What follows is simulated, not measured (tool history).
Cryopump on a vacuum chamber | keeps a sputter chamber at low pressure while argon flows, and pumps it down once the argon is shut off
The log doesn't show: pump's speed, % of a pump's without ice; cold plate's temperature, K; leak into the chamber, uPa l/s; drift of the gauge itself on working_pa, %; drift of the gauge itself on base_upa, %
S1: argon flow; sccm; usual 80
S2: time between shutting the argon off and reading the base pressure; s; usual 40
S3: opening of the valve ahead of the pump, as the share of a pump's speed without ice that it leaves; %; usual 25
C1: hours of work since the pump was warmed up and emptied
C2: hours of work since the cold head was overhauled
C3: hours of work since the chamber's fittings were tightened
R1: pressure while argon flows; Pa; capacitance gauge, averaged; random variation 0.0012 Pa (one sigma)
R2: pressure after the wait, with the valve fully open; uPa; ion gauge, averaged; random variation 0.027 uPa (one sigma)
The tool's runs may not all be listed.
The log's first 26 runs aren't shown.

run     day   S1   S2  S3   C1    C2    C3      R1    R2
     72.238  -- pump warmed up, emptied and cooled again
 27  74.621   52  258  27   39  3562   899  0.1612  2.05
 28  78.033   52  258  27   96  3619   956  0.1650  2.34
 29  80.796   52  258  27  141  3664  1001  0.1695  2.48
     84.329  -- leaking fittings of the chamber tightened, without venting
 30  84.612   52  258  27  203  3726     5  0.1722  0.39
 31  86.942   52  258  27  241  3764    43  0.1766  0.49
 32  90.650   52  258  27  302  3825   104  0.1815  0.68
     92.967  -- pump warmed up, emptied and cooled again
 33  93.625   52  258  27   11  3871   150  0.1607  0.61
 34  96.071  116   40  50   51  3911   190  0.2015  1.64
 35  97.850   80   40  46   81  3940   219  0.1530  1.65

Forecast each of these 3 alternatives for the next run:
  A  99.533  80   57  28  108  3968  247   ?   ?
  B  99.533  80  132  46  108  3968  247   ?   ?
  C  99.533  80   34  46  108  3968  247   ?   ?

run      R1    R2
  A  0.2474  1.45
  B  0.1553  1.01
  C  0.1553  2.02
Without the tool's hidden state the same runs would have given:
run      R1    R2
  A  0.2364  0.91
  B  0.1443  0.48
  C  0.1442  1.48
